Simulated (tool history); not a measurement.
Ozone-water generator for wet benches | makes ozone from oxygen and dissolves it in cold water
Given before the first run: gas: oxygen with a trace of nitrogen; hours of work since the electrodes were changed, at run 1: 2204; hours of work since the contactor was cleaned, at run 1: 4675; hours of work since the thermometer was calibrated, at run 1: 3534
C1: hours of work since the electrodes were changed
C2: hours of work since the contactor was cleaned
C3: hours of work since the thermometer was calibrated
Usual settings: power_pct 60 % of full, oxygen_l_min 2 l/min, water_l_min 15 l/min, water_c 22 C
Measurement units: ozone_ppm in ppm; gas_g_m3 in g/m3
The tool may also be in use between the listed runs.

run 1 hour=0 | power_pct=60 oxygen_l_min=2 water_l_min=15 water_c=22 | C1=2204 C2=4675 C3=3534 | ozone_ppm=13.4 gas_g_m3=189.6
run 2 hour=85.9 | power_pct=60 oxygen_l_min=2 water_l_min=15 water_c=15 | C1=2275 C2=4747 C3=3606 | ozone_ppm=14.2 gas_g_m3=190.6
run 3 hour=175.7 | power_pct=60 oxygen_l_min=2 water_l_min=15 water_c=15 | C1=2350 C2=4822 C3=3681 | ozone_ppm=14.4 gas_g_m3=189.3
run 4 hour=294.4 | power_pct=60 oxygen_l_min=2 water_l_min=15 water_c=22 | C1=2450 C2=4921 C3=3780 | ozone_ppm=13.2 gas_g_m3=188.7
run 5 hour=434.1 | power_pct=60 oxygen_l_min=2 water_l_min=15 water_c=22 | C1=2566 C2=5038 C3=3897 | ozone_ppm=13.4 gas_g_m3=188.7
run 6 hour=538.1 | power_pct=60 oxygen_l_min=2 water_l_min=15 water_c=22 | C1=2653 C2=5125 C3=3984 | ozone_ppm=13.3 gas_g_m3=185.9
-- hour=599.3 water thermometer calibrated
run 7 hour=631.6 | power_pct=60 oxygen_l_min=2 water_l_min=15 water_c=22 | C1=2731 C2=5202 C3=27 | ozone_ppm=13.2 gas_g_m3=187.6
run 8 hour=743.6 | power_pct=60 oxygen_l_min=2 water_l_min=14 water_c=22 | C1=2824 C2=5296 C3=121 | ozone_ppm=14.4 gas_g_m3=187.8
run 9 hour=893.2 | power_pct=60 oxygen_l_min=2 water_l_min=15 water_c=22 | C1=2949 C2=5421 C3=245 | ozone_ppm=13.5 gas_g_m3=186.4
run 10 hour=990.5 | power_pct=60 oxygen_l_min=2 water_l_min=15 water_c=22 | C1=3031 C2=5502 C3=327 | ozone_ppm=13.4 gas_g_m3=186.1
run 11 hour=1129 | power_pct=60 oxygen_l_min=2 water_l_min=15 water_c=22 | C1=3146 C2=5618 C3=442 | ozone_ppm=13.5 gas_g_m3=185.7
run 12 hour=1240.6 | power_pct=60 oxygen_l_min=2 water_l_min=15 water_c=22 | C1=3240 C2=5711 C3=536 | ozone_ppm=13.5 gas_g_m3=186.6
run 13 hour=1391.6 | power_pct=60 oxygen_l_min=2 water_l_min=15 water_c=22 | C1=3366 C2=5837 C3=662 | ozone_ppm=13.5 gas_g_m3=184.5
run 14 hour=1508.4 | power_pct=60 oxygen_l_min=2 water_l_min=15 water_c=22 | C1=3463 C2=5935 C3=759 | ozone_ppm=13.3 gas_g_m3=184.1
run 15 hour=1648.1 | power_pct=60 oxygen_l_min=1.22 water_l_min=15 water_c=22 | C1=3580 C2=6051 C3=876 | ozone_ppm=12.2 gas_g_m3=244.9
run 16 hour=1817.3 | power_pct=95 oxygen_l_min=2.43 water_l_min=15 water_c=22 | C1=3721 C2=6193 C3=1017 | ozone_ppm=20.4 gas_g_m3=246.8
-- hour=1866.5 gauge calibrated
run 17 hour=1970.9 | power_pct=61 oxygen_l_min=2 water_l_min=15 water_c=22 | C1=3850 C2=6321 C3=1146 | ozone_ppm=13.6 gas_g_m3=191.1
run 18 hour=2126.6 | power_pct=89 oxygen_l_min=1.74 water_l_min=11 water_c=23 | C1=3980 C2=6451 C3=1276 | ozone_ppm=24.8 gas_g_m3=289.6
run 19 hour=2195.4 | power_pct=89 oxygen_l_min=1.74 water_l_min=11 water_c=23 | C1=4037 C2=6509 C3=1333 | ozone_ppm=24.7 gas_g_m3=287.5
run 20 hour=2294.5 | power_pct=89 oxygen_l_min=1.74 water_l_min=11 water_c=23 | C1=4120 C2=6591 C3=1416 | ozone_ppm=24.9 gas_g_m3=290.1
run 21 hour=2410.6 | power_pct=89 oxygen_l_min=1.74 water_l_min=11 water_c=23 | C1=4217 C2=6688 C3=1513 | ozone_ppm=24.8 gas_g_m3=288.7
run 22 hour=2564.8 | power_pct=89 oxygen_l_min=1.08 water_l_min=21 water_c=23 | C1=4346 C2=6817 C3=1642 | ozone_ppm=11.7 gas_g_m3=374.4
run 23 hour=2686.8 | power_pct=60 oxygen_l_min=2.07 water_l_min=13 water_c=19 | C1=4448 C2=6919 C3=1744 | ozone_ppm=15.8 gas_g_m3=182.1
-- hour=2791.2 contactor cleaned
run 24 hour=2821.6 | power_pct=60 oxygen_l_min=2.07 water_l_min=13 water_c=19 | C1=4557 C2=25 C3=1853 | ozone_ppm=16.2 gas_g_m3=182.4
run 25 hour=2961.1 | power_pct=60 oxygen_l_min=2 water_l_min=24 water_c=18 | C1=4673 C2=142 C3=1970 | ozone_ppm=8 gas_g_m3=185.5
run 26 hour=3059.7 | power_pct=60 oxygen_l_min=2 water_l_min=24 water_c=18 | C1=4756 C2=224 C3=2052 | ozone_ppm=8.1 gas_g_m3=184.6

What if the next run were any one of these 5? Each begins from the tool's condition after run 26:
run A hour=3160.8 | power_pct=43 oxygen_l_min=1.08 water_l_min=18 water_c=18 | C1=4840 C2=309 C3=2136 | ozone_ppm=? gas_g_m3=?
run B hour=3160.8 | power_pct=60 oxygen_l_min=2 water_l_min=24 water_c=17 | C1=4840 C2=309 C3=2136 | ozone_ppm=? gas_g_m3=?
run C hour=3160.8 | power_pct=50 oxygen_l_min=2 water_l_min=24 water_c=15 | C1=4840 C2=309 C3=2136 | ozone_ppm=? gas_g_m3=?
run D hour=3160.8 | power_pct=60 oxygen_l_min=1.95 water_l_min=15 water_c=22 | C1=4840 C2=309 C3=2136 | ozone_ppm=? gas_g_m3=?
run E hour=3160.8 | power_pct=60 oxygen_l_min=1.3 water_l_min=12 water_c=20 | C1=4840 C2=309 C3=2136 | ozone_ppm=? gas_g_m3=?

run=A ozone_ppm=7.7 gas_g_m3=194.2
run=B ozone_ppm=8.2 gas_g_m3=183.4
run=C ozone_ppm=7 gas_g_m3=156.7
run=D ozone_ppm=13.4 gas_g_m3=189.8
run=E ozone_ppm=16.3 gas_g_m3=236
With the hidden condition removed and each run's random variation left untouched, the same runs would have given:
run=A ozone_ppm=7.7 gas_g_m3=198.5
run=B ozone_ppm=8.2 gas_g_m3=187.6
run=C ozone_ppm=7 gas_g_m3=160.2
run=D ozone_ppm=13.4 gas_g_m3=194.1
run=E ozone_ppm=16.3 gas_g_m3=241.4

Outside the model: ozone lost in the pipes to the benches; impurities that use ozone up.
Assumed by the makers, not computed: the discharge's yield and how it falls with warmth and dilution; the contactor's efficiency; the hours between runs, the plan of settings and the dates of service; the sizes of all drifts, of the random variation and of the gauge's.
